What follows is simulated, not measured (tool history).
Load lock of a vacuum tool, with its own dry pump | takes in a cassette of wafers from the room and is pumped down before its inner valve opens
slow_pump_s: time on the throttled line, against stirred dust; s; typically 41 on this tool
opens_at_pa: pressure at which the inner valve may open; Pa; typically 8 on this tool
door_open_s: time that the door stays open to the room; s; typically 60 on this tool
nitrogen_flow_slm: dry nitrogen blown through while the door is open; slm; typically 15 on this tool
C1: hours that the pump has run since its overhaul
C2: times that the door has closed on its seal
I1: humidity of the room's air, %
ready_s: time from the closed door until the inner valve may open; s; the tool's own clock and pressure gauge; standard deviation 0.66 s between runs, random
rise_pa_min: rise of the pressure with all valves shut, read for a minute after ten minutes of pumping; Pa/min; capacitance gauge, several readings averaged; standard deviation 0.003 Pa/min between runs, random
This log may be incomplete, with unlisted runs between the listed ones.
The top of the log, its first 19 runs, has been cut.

Run 20, day 51.850: usual settings but nitrogen_flow_slm 16 slm; C1 1374; C2 8169; I1 48.6. Result: ready_s 99.1 s, rise_pa_min 0.061 Pa/min.
Run 21, day 53.500: usual settings but slow_pump_s 42 s, nitrogen_flow_slm 10 slm; C1 1413; C2 8261; I1 45.0. Result: ready_s 99.8 s, rise_pa_min 0.061 Pa/min.
Run 22, day 55.962: usual settings but slow_pump_s 42 s, nitrogen_flow_slm 10 slm; C1 1472; C2 8397; I1 44.5. Result: ready_s 98.3 s, rise_pa_min 0.062 Pa/min.
Run 23, day 59.112: usual settings but opens_at_pa 12 Pa, door_open_s 35 s, nitrogen_flow_slm 4 slm; C1 1548; C2 8571; I1 45.3. Result: ready_s 96.1 s, rise_pa_min 0.065 Pa/min.
Run 24, day 62.067: usual settings but slow_pump_s 27 s, opens_at_pa 12 Pa, door_open_s 160 s; C1 1619; C2 8734; I1 43.0. Result: ready_s 85.6 s, rise_pa_min 0.071 Pa/min.
Run 25, day 65.812: usual settings but slow_pump_s 67 s, opens_at_pa 12 Pa, door_open_s 67 s, nitrogen_flow_slm 35 slm; C1 1709; C2 8941; I1 44.5. Result: ready_s 114.7 s, rise_pa_min 0.056 Pa/min.
Run 26, day 69.571: usual settings but slow_pump_s 26 s, opens_at_pa 7 Pa, door_open_s 68 s, nitrogen_flow_slm 8 slm; C1 1799; C2 9149; I1 46.2. Result: ready_s 89.6 s, rise_pa_min 0.067 Pa/min.
Run 27, day 71.638: usual settings but slow_pump_s 26 s, opens_at_pa 7 Pa, door_open_s 68 s, nitrogen_flow_slm 8 slm; C1 1849; C2 9263; I1 44.7. Result: ready_s 88.2 s, rise_pa_min 0.073 Pa/min.
Run 28, day 75.283: usual settings but slow_pump_s 26 s, opens_at_pa 7 Pa, door_open_s 68 s, nitrogen_flow_slm 8 slm; C1 1936; C2 9464; I1 45.7. Result: ready_s 89.2 s, rise_pa_min 0.071 Pa/min.
Run 29, day 78.988: usual settings but slow_pump_s 26 s, opens_at_pa 7 Pa, door_open_s 68 s, nitrogen_flow_slm 8 slm; C1 2025; C2 9669; I1 45.5. Result: ready_s 88.7 s, rise_pa_min 0.073 Pa/min.
Run 30, day 81.733: usual settings but opens_at_pa 12 Pa, nitrogen_flow_slm 25 slm; C1 2091; C2 9821; I1 42.9. Result: ready_s 95.7 s, rise_pa_min 0.056 Pa/min.
Run 31, day 84.996: usual settings but slow_pump_s 45 s, door_open_s 34 s; C1 2169; C2 10001; I1 43.7. Result: ready_s 101.6 s, rise_pa_min 0.057 Pa/min.
Run 32, day 86.521: usual settings but slow_pump_s 80 s, opens_at_pa 7 Pa, door_open_s 172 s, nitrogen_flow_slm 13 slm; C1 2206; C2 10085; I1 41.1. Result: ready_s 127.4 s, rise_pa_min 0.077 Pa/min.
Run 33, day 88.700: usual settings but slow_pump_s 66 s, opens_at_pa 9 Pa, nitrogen_flow_slm 11 slm; C1 2258; C2 10206; I1 44.1. Result: ready_s 117.2 s, rise_pa_min 0.065 Pa/min.
Run 34, day 90.725: usual settings but slow_pump_s 79 s; C1 2307; C2 10317; I1 46.2. Result: ready_s 127.5 s, rise_pa_min 0.065 Pa/min.
Run 35, day 92.329: usual settings but slow_pump_s 76 s, opens_at_pa 9 Pa; C1 2345; C2 10406; I1 43.0. Result: ready_s 122.8 s, rise_pa_min 0.068 Pa/min.
Run 36, day 95.596: usual settings but slow_pump_s 33 s, opens_at_pa 9 Pa, door_open_s 67 s; C1 2424; C2 10587; I1 46.8. Result: ready_s 91.9 s, rise_pa_min 0.068 Pa/min.
Run 37, day 98.662: usual settings but slow_pump_s 35 s, opens_at_pa 15 Pa, door_open_s 89 s; C1 2497; C2 10756; I1 44.6. Result: ready_s 90.5 s, rise_pa_min 0.071 Pa/min.

What does the tool deliver on the next run?
Run 38, day 101.721: usual settings but slow_pump_s 35 s, opens_at_pa 15 Pa, door_open_s 89 s, nitrogen_flow_slm 16 slm; C1 2571; C2 10925; I1 45.4. Result: ready_s ?, rise_pa_min ?.

{"run 38": {"ready_s": 90.5, "rise_pa_min": 0.069}}
If the tool had no hidden condition, the same run with the same run-to-run variation would have returned ready_s 89.6 s, rise_pa_min 0.041 Pa/min.
